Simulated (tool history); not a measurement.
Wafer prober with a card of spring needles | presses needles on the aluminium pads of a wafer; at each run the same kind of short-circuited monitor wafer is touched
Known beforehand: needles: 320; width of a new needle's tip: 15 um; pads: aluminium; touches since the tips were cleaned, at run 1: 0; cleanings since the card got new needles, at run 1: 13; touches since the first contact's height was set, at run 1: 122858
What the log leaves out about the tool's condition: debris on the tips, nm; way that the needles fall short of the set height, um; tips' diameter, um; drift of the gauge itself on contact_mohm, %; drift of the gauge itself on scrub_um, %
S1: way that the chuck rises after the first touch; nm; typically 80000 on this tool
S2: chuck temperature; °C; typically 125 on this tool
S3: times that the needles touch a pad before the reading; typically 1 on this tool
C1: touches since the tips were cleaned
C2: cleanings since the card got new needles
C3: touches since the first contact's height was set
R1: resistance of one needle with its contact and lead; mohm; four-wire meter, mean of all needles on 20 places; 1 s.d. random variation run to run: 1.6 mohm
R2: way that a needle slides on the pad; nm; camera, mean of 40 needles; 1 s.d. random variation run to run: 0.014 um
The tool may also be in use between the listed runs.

run,hour,S1,S2,S3,C1,C2,C3,R1,R2
1,0.0,80000,125,1,0,13,122858,152,13430
2,11.0,88000,125,1,6783,13,129641,153,14780
# hour 14.0: tips cleaned on abrasive film
# hour 14.3: height of the first contact set anew
3,21.1,80000,28,1,4192,14,4192,137,13460
# hour 28.5: tips cleaned on abrasive film
4,38.8,80000,28,1,6313,15,14997,137,13490
# hour 42.9: tips cleaned on abrasive film
# hour 56.8: tips cleaned on abrasive film
5,57.0,80000,28,1,67,17,26072,134,13460
6,69.0,81000,28,1,7467,17,33472,136,13660
# hour 70.9: tips cleaned on abrasive film
7,79.8,81000,28,1,5487,18,40086,136,13690
# hour 85.3: tips cleaned on abrasive film
8,95.7,81000,28,1,6446,19,49819,137,13690
# hour 99.1: tips cleaned on abrasive film
# hour 113.3: tips cleaned on abrasive film
9,113.4,75000,51,2,32,21,60539,141,12680
10,124.5,75000,51,2,6906,21,67413,142,12680
# hour 127.3: tips cleaned on abrasive film
# hour 142.6: tips cleaned on abrasive film
11,144.8,75000,51,2,1378,23,79773,146,12710
# hour 157.4: tips cleaned on abrasive film
12,160.6,75000,51,2,1944,24,89439,140,12690
# hour 172.0: tips cleaned on abrasive film
13,175.3,75000,51,2,2069,25,98443,142,12740
# hour 186.4: tips cleaned on abrasive film
14,196.1,82000,66,1,5996,26,111184,142,13940
# hour 201.0: tips cleaned on abrasive film
15,208.2,78000,66,1,4441,27,118537,145,13240
# hour 215.3: tips cleaned on abrasive film
16,219.2,84000,66,3,2388,28,125249,140,14310

Measured result minus the same run's result without the hidden state. Both carry the same run-to-run variation, though not necessarily the same gauge scatter:
run,R2
1,+0
2,+10
3,+20
4,+30
5,+40
6,+50
7,+60
8,+70
9,+80
10,+80
11,+90
12,+100
13,+120
14,+140
15,+140
16,+170
For R1, the value without the hidden state is never more than 1 mohm from the measured value.

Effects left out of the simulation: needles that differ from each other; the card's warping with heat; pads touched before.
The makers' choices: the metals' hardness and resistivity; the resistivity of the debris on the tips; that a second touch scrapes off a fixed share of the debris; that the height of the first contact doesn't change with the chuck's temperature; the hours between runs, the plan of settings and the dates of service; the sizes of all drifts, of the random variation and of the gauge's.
